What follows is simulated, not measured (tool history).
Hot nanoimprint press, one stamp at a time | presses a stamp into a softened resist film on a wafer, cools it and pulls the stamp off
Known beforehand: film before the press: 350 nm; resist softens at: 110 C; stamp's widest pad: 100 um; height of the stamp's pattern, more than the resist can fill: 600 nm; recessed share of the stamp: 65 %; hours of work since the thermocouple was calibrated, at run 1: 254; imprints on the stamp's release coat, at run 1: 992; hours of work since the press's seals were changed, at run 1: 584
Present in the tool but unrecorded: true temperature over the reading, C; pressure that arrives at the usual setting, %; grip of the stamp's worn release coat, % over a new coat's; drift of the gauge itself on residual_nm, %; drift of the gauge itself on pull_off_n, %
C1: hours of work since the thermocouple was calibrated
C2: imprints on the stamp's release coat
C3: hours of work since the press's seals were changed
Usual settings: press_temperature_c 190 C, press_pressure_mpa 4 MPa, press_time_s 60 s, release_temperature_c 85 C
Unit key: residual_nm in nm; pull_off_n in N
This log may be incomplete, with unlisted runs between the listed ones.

{"run": 1, "hour": 0.0, "press_temperature_c": 190, "press_pressure_mpa": 4, "press_time_s": 60, "release_temperature_c": 85, "C1": 254, "C2": 992, "C3": 584, "residual_nm": 154.8, "pull_off_n": 162}
{"run": 2, "hour": 55.2, "press_temperature_c": 190, "press_pressure_mpa": 4, "press_time_s": 60, "release_temperature_c": 85, "C1": 286, "C2": 1194, "C3": 616, "residual_nm": 154.3, "pull_off_n": 163}
{"run": 3, "hour": 111.4, "press_temperature_c": 190, "press_pressure_mpa": 4, "press_time_s": 60, "release_temperature_c": 85, "C1": 319, "C2": 1400, "C3": 650, "residual_nm": 154.7, "pull_off_n": 157}
{"run": 4, "hour": 157.0, "press_temperature_c": 190, "press_pressure_mpa": 4, "press_time_s": 60, "release_temperature_c": 85, "C1": 346, "C2": 1566, "C3": 676, "residual_nm": 154.5, "pull_off_n": 157}
{"run": 5, "hour": 211.7, "press_temperature_c": 190, "press_pressure_mpa": 4, "press_time_s": 60, "release_temperature_c": 85, "C1": 378, "C2": 1766, "C3": 709, "residual_nm": 155, "pull_off_n": 169}
{"run": 6, "hour": 262.1, "press_temperature_c": 190, "press_pressure_mpa": 4, "press_time_s": 60, "release_temperature_c": 85, "C1": 408, "C2": 1951, "C3": 738, "residual_nm": 154, "pull_off_n": 162}
{"run": 7, "hour": 294.4, "press_temperature_c": 190, "press_pressure_mpa": 4, "press_time_s": 60, "release_temperature_c": 74, "C1": 427, "C2": 2069, "C3": 757, "residual_nm": 154.5, "pull_off_n": 212}
{"hour": 332.9, "done": "press's hydraulic seals changed and the load cell set to zero"}
{"run": 8, "hour": 332.9, "press_temperature_c": 190, "press_pressure_mpa": 4, "press_time_s": 60, "release_temperature_c": 74, "C1": 445, "C2": 2181, "C3": 0, "residual_nm": 155.5, "pull_off_n": 218}
{"hour": 386.2, "done": "stamp cleaned and given a new release coat"}
{"run": 9, "hour": 397.0, "press_temperature_c": 190, "press_pressure_mpa": 5.23, "press_time_s": 60, "release_temperature_c": 74, "C1": 479, "C2": 39, "C3": 34, "residual_nm": 135.2, "pull_off_n": 204}
{"hour": 454.1, "done": "plate thermocouple calibrated"}
{"run": 10, "hour": 454.5, "press_temperature_c": 190, "press_pressure_mpa": 5.23, "press_time_s": 60, "release_temperature_c": 74, "C1": 0, "C2": 239, "C3": 66, "residual_nm": 134.9, "pull_off_n": 205}
{"run": 11, "hour": 483.5, "press_temperature_c": 190, "press_pressure_mpa": 5.23, "press_time_s": 60, "release_temperature_c": 74, "C1": 17, "C2": 345, "C3": 83, "residual_nm": 134.5, "pull_off_n": 204}
{"run": 12, "hour": 520.5, "press_temperature_c": 190, "press_pressure_mpa": 6.16, "press_time_s": 33, "release_temperature_c": 74, "C1": 39, "C2": 480, "C3": 105, "residual_nm": 155.2, "pull_off_n": 209}
{"run": 13, "hour": 569.1, "press_temperature_c": 192, "press_pressure_mpa": 3.23, "press_time_s": 54, "release_temperature_c": 74, "C1": 68, "C2": 658, "C3": 134, "residual_nm": 164.5, "pull_off_n": 211}
{"run": 14, "hour": 620.3, "press_temperature_c": 192, "press_pressure_mpa": 4.23, "press_time_s": 54, "release_temperature_c": 86, "C1": 98, "C2": 845, "C3": 164, "residual_nm": 143.4, "pull_off_n": 155}
{"run": 15, "hour": 657.0, "press_temperature_c": 190, "press_pressure_mpa": 4, "press_time_s": 60, "release_temperature_c": 82, "C1": 119, "C2": 980, "C3": 185, "residual_nm": 154.9, "pull_off_n": 175}
{"run": 16, "hour": 690.9, "press_temperature_c": 190, "press_pressure_mpa": 4, "press_time_s": 60, "release_temperature_c": 82, "C1": 139, "C2": 1104, "C3": 205, "residual_nm": 154.9, "pull_off_n": 182}
{"run": 17, "hour": 733.6, "press_temperature_c": 190, "press_pressure_mpa": 4, "press_time_s": 60, "release_temperature_c": 82, "C1": 164, "C2": 1260, "C3": 230, "residual_nm": 154.5, "pull_off_n": 181}
{"run": 18, "hour": 770.6, "press_temperature_c": 190, "press_pressure_mpa": 4, "press_time_s": 64, "release_temperature_c": 85, "C1": 186, "C2": 1395, "C3": 252, "residual_nm": 150.5, "pull_off_n": 161}
{"run": 19, "hour": 807.4, "press_temperature_c": 195, "press_pressure_mpa": 4.8, "press_time_s": 34, "release_temperature_c": 84, "C1": 208, "C2": 1530, "C3": 274, "residual_nm": 142.8, "pull_off_n": 163}
{"run": 20, "hour": 860.3, "press_temperature_c": 195, "press_pressure_mpa": 5.4, "press_time_s": 68, "release_temperature_c": 85, "C1": 239, "C2": 1724, "C3": 305, "residual_nm": 102.7, "pull_off_n": 160}
{"run": 21, "hour": 896.1, "press_temperature_c": 195, "press_pressure_mpa": 5.4, "press_time_s": 68, "release_temperature_c": 85, "C1": 260, "C2": 1854, "C3": 326, "residual_nm": 101.8, "pull_off_n": 166}

Here are 4 independent what-if runs from the current tool condition. What would each one return?
{"run": "A", "hour": 938.1, "press_temperature_c": 185, "press_pressure_mpa": 4, "press_time_s": 84, "release_temperature_c": 86, "C1": 285, "C2": 2008, "C3": 351, "residual_nm": "?", "pull_off_n": "?"}
{"run": "B", "hour": 938.1, "press_temperature_c": 197, "press_pressure_mpa": 4, "press_time_s": 94, "release_temperature_c": 87, "C1": 285, "C2": 2008, "C3": 351, "residual_nm": "?", "pull_off_n": "?"}
{"run": "C", "hour": 938.1, "press_temperature_c": 186, "press_pressure_mpa": 5.6, "press_time_s": 70, "release_temperature_c": 85, "C1": 285, "C2": 2008, "C3": 351, "residual_nm": "?", "pull_off_n": "?"}
{"run": "D", "hour": 938.1, "press_temperature_c": 197, "press_pressure_mpa": 5.4, "press_time_s": 82, "release_temperature_c": 81, "C1": 285, "C2": 2008, "C3": 351, "residual_nm": "?", "pull_off_n": "?"}

run=A residual_nm=169.3 pull_off_n=164
run=B residual_nm=96.2 pull_off_n=154
run=C residual_nm=146.8 pull_off_n=169
run=D residual_nm=86.4 pull_off_n=183
Without the tool's hidden state the same runs would have given:
run=A residual_nm=169.4 pull_off_n=162
run=B residual_nm=96.3 pull_off_n=152
run=C residual_nm=146.9 pull_off_n=167
run=D residual_nm=86.4 pull_off_n=181
